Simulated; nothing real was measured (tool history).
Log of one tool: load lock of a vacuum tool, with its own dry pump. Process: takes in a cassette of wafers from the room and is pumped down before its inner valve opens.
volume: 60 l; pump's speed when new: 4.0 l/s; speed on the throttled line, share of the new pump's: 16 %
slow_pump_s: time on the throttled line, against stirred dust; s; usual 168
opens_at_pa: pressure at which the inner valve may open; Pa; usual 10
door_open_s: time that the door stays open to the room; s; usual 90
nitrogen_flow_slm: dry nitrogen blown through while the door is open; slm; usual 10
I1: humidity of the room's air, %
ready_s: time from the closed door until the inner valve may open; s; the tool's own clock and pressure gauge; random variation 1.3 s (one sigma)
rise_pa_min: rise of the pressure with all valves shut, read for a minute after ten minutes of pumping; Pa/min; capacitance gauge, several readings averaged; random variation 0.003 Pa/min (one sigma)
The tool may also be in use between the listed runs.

run 1 hour=0 | slow_pump_s=168 opens_at_pa=10 door_open_s=90 nitrogen_flow_slm=10 | I1=42 | ready_s=293.6 rise_pa_min=0.072
run 2 hour=85.3 | slow_pump_s=210 opens_at_pa=10 door_open_s=90 nitrogen_flow_slm=10 | I1=43.1 | ready_s=325.8 rise_pa_min=0.072
run 3 hour=168.3 | slow_pump_s=168 opens_at_pa=10 door_open_s=90 nitrogen_flow_slm=10 | I1=47.7 | ready_s=292.2 rise_pa_min=0.082
run 4 hour=257.3 | slow_pump_s=168 opens_at_pa=10 door_open_s=90 nitrogen_flow_slm=10 | I1=45.5 | ready_s=295.8 rise_pa_min=0.077
run 5 hour=328.6 | slow_pump_s=168 opens_at_pa=10 door_open_s=90 nitrogen_flow_slm=10 | I1=44.5 | ready_s=294 rise_pa_min=0.083
run 6 hour=417.6 | slow_pump_s=168 opens_at_pa=10 door_open_s=90 nitrogen_flow_slm=10 | I1=46.2 | ready_s=296.3 rise_pa_min=0.087
run 7 hour=486 | slow_pump_s=168 opens_at_pa=10 door_open_s=37 nitrogen_flow_slm=10 | I1=43.4 | ready_s=294.9 rise_pa_min=0.08
run 8 hour=616.6 | slow_pump_s=168 opens_at_pa=10 door_open_s=37 nitrogen_flow_slm=10 | I1=45.1 | ready_s=296.8 rise_pa_min=0.085
run 9 hour=687.4 | slow_pump_s=168 opens_at_pa=10 door_open_s=37 nitrogen_flow_slm=10 | I1=42.2 | ready_s=293.8 rise_pa_min=0.083
run 10 hour=822.5 | slow_pump_s=168 opens_at_pa=10 door_open_s=37 nitrogen_flow_slm=10 | I1=45 | ready_s=295.8 rise_pa_min=0.094
run 11 hour=936.5 | slow_pump_s=168 opens_at_pa=14 door_open_s=37 nitrogen_flow_slm=10 | I1=42.2 | ready_s=290.6 rise_pa_min=0.091
-- hour=1035.2 dry pump taken out, an overhauled one fitted
run 12 hour=1035.2 | slow_pump_s=168 opens_at_pa=10 door_open_s=90 nitrogen_flow_slm=10 | I1=42.8 | ready_s=280.8 rise_pa_min=0.1
run 13 hour=1103.3 | slow_pump_s=168 opens_at_pa=10 door_open_s=90 nitrogen_flow_slm=10 | I1=41.7 | ready_s=278 rise_pa_min=0.092
run 14 hour=1223.8 | slow_pump_s=91 opens_at_pa=8 door_open_s=176 nitrogen_flow_slm=30 | I1=45.6 | ready_s=220.7 rise_pa_min=0.091
run 15 hour=1295.6 | slow_pump_s=91 opens_at_pa=8 door_open_s=176 nitrogen_flow_slm=30 | I1=42.4 | ready_s=221.5 rise_pa_min=0.096
run 16 hour=1431.2 | slow_pump_s=145 opens_at_pa=10 door_open_s=85 nitrogen_flow_slm=6 | I1=46.1 | ready_s=262 rise_pa_min=0.111
run 17 hour=1524.7 | slow_pump_s=145 opens_at_pa=10 door_open_s=85 nitrogen_flow_slm=6 | I1=41.4 | ready_s=263.8 rise_pa_min=0.114
run 18 hour=1605.3 | slow_pump_s=93 opens_at_pa=20 door_open_s=90 nitrogen_flow_slm=5 | I1=45 | ready_s=207.5 rise_pa_min=0.122
run 19 hour=1714.8 | slow_pump_s=311 opens_at_pa=10 door_open_s=90 nitrogen_flow_slm=26 | I1=45 | ready_s=400.3 rise_pa_min=0.111
run 20 hour=1830.5 | slow_pump_s=85 opens_at_pa=10 door_open_s=90 nitrogen_flow_slm=43 | I1=45.3 | ready_s=213.4 rise_pa_min=0.107
run 21 hour=1923.5 | slow_pump_s=85 opens_at_pa=13 door_open_s=49 nitrogen_flow_slm=43 | I1=44.8 | ready_s=207.9 rise_pa_min=0.117
run 22 hour=2025.7 | slow_pump_s=89 opens_at_pa=15 door_open_s=70 nitrogen_flow_slm=20 | I1=46.8 | ready_s=210 rise_pa_min=0.127
run 23 hour=2164.9 | slow_pump_s=122 opens_at_pa=15 door_open_s=70 nitrogen_flow_slm=14 | I1=44.1 | ready_s=238.2 rise_pa_min=0.127
run 24 hour=2255.2 | slow_pump_s=134 opens_at_pa=13 door_open_s=116 nitrogen_flow_slm=14 | I1=45.6 | ready_s=252.4 rise_pa_min=0.137
run 25 hour=2316 | slow_pump_s=134 opens_at_pa=13 door_open_s=116 nitrogen_flow_slm=14 | I1=44.6 | ready_s=251.8 rise_pa_min=0.133

Forecast each of these 4 alternatives for the next run:
run A hour=2380.6 | slow_pump_s=120 opens_at_pa=9 door_open_s=90 nitrogen_flow_slm=8 | I1=47.5 | ready_s=? rise_pa_min=?
run B hour=2380.6 | slow_pump_s=134 opens_at_pa=7 door_open_s=116 nitrogen_flow_slm=26 | I1=45.8 | ready_s=? rise_pa_min=?
run C hour=2380.6 | slow_pump_s=168 opens_at_pa=10 door_open_s=90 nitrogen_flow_slm=12 | I1=50.3 | ready_s=? rise_pa_min=?
run D hour=2380.6 | slow_pump_s=114 opens_at_pa=10 door_open_s=200 nitrogen_flow_slm=6 | I1=46.5 | ready_s=? rise_pa_min=?

run=A ready_s=245.1 rise_pa_min=0.14
run=B ready_s=259.1 rise_pa_min=0.132
run=C ready_s=280.3 rise_pa_min=0.139
run=D ready_s=238.9 rise_pa_min=0.151
Without the tool's hidden state the same runs would have given:
run=A ready_s=240.6 rise_pa_min=0.019
run=B ready_s=254.7 rise_pa_min=0.011
run=C ready_s=276.3 rise_pa_min=0.017
run=D ready_s=234.5 rise_pa_min=0.032
